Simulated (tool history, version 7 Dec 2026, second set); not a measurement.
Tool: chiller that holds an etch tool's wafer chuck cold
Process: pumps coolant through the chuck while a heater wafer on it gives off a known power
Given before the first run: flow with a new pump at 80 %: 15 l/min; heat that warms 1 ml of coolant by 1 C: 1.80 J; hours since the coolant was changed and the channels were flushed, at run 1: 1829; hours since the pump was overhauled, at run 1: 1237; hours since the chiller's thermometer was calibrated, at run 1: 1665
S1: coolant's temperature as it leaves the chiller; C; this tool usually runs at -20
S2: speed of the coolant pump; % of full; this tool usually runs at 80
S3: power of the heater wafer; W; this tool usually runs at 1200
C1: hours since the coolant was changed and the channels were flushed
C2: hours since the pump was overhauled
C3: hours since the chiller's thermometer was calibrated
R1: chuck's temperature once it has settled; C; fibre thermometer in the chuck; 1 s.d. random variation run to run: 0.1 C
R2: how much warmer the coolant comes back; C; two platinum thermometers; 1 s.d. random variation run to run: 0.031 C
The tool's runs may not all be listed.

run,hour,S1,S2,S3,C1,C2,C3,R1,R2
1,0.0,-20,80,1200,1829,1237,1665,-9.9,2.76
2,30.7,-20,80,1200,1860,1268,1695,-9.8,2.71
3,60.5,-20,80,1200,1890,1297,1725,-9.9,2.68
4,111.1,-20,80,1200,1940,1348,1776,-9.9,2.77
5,173.9,-20,80,1200,2003,1411,1839,-9.8,2.75
6,228.5,-20,80,1200,2058,1465,1893,-9.8,2.74
7,270.4,-20,60,1200,2099,1507,1935,-6.4,3.84
8,318.2,-20,80,1200,2147,1555,1983,-9.7,2.77
9,352.2,-20,80,1200,2181,1589,2017,-9.6,2.79
10,386.1,-20,80,1200,2215,1623,2051,-9.7,2.85
11,421.5,-20,80,732,2251,1658,2086,-13.6,1.68
12,448.0,-23,80,732,2277,1685,2113,-16.5,1.69
13,486.3,-26,94,1086,2315,1723,2151,-18.0,2.05
14,549.3,-16,84,908,2378,1786,2214,-8.5,2.01
15,586.1,-20,72,1200,2415,1823,2251,-8.5,3.09
16,618.9,-20,72,1200,2448,1856,2283,-8.6,3.14
17,646.4,-20,72,1200,2475,1883,2311,-8.2,3.17
18,705.3,-20,86,1390,2534,1942,2370,-8.7,3.03
19,767.1,-20,97,1020,2596,2004,2432,-12.4,1.87
20,822.1,-19,85,1768,2651,2059,2487,-4.4,3.83
21,857.0,-22,78,736,2686,2094,2522,-15.1,1.78

Run 22 comes next. What will it give?
22,918.9,-22,78,736,2748,2156,2583,?,?

Run 22 yielded R1 -15.0 C, R2 1.80 C.
Were there no unlogged condition in the tool, this run, its random variation unchanged, would have produced R1 -16.1 C, R2 1.70 C.
